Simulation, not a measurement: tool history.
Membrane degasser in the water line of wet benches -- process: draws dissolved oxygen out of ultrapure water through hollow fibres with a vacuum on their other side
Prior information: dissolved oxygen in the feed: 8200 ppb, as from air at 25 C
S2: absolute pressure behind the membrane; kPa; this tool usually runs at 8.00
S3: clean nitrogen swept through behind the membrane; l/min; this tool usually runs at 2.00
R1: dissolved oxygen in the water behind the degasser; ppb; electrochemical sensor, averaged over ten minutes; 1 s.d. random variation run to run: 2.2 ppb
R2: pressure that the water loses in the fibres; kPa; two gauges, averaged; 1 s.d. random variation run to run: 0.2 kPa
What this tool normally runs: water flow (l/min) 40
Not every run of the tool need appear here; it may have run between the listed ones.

{"run": 1, "hour": 0.0, "water flow (l/min)": 40, "S2": 8.0, "S3": 2.0, "R1": 219.6, "R2": 43.21}
{"run": 2, "hour": 84.3, "water flow (l/min)": 40, "S2": 8.0, "S3": 2.0, "R1": 221.4, "R2": 42.92}
{"run": 3, "hour": 203.6, "water flow (l/min)": 31, "S2": 8.0, "S3": 2.0, "R1": 168.1, "R2": 33.11}
{"run": 4, "hour": 262.4, "water flow (l/min)": 31, "S2": 8.0, "S3": 2.0, "R1": 170.7, "R2": 33.29}
{"run": 5, "hour": 355.3, "water flow (l/min)": 40, "S2": 8.0, "S3": 5.42, "R1": 93.4, "R2": 43.33}
{"run": 6, "hour": 472.5, "water flow (l/min)": 40, "S2": 8.0, "S3": 5.42, "R1": 93.5, "R2": 43.14}
{"run": 7, "hour": 581.1, "water flow (l/min)": 40, "S2": 5.05, "S3": 4.42, "R1": 50.2, "R2": 42.97}
{"run": 8, "hour": 635.1, "water flow (l/min)": 40, "S2": 17.3, "S3": 2.0, "R1": 613.2, "R2": 42.96}
{"run": 9, "hour": 721.8, "water flow (l/min)": 40, "S2": 17.3, "S3": 2.0, "R1": 599.8, "R2": 43.15}
{"run": 10, "hour": 796.5, "water flow (l/min)": 40, "S2": 19.68, "S3": 0.92, "R1": 1256.0, "R2": 43.4}

Selected run-to-run steps in R2, each split into two signed amounts: the part the tool would show with no hidden state at all (from settings, incoming material and random variation), and the remainder, which goes to the hidden state together with any gauge scatter not common to the measured and the hidden-state-free results:
The hidden state here: membrane still open, %; true pressure behind the membrane over the reading, kPa; air that leaks in behind the membrane, l/min; drift of the gauge itself on oxygen_ppb, %; drift of the gauge itself on loss_of_pressure_kpa, %.
Run 4 -> 5: water flow (l/min) 31 -> 40, S3 2.00 -> 5.42. R2 +10.04 kPa: hidden state +0.09, all else +9.95.
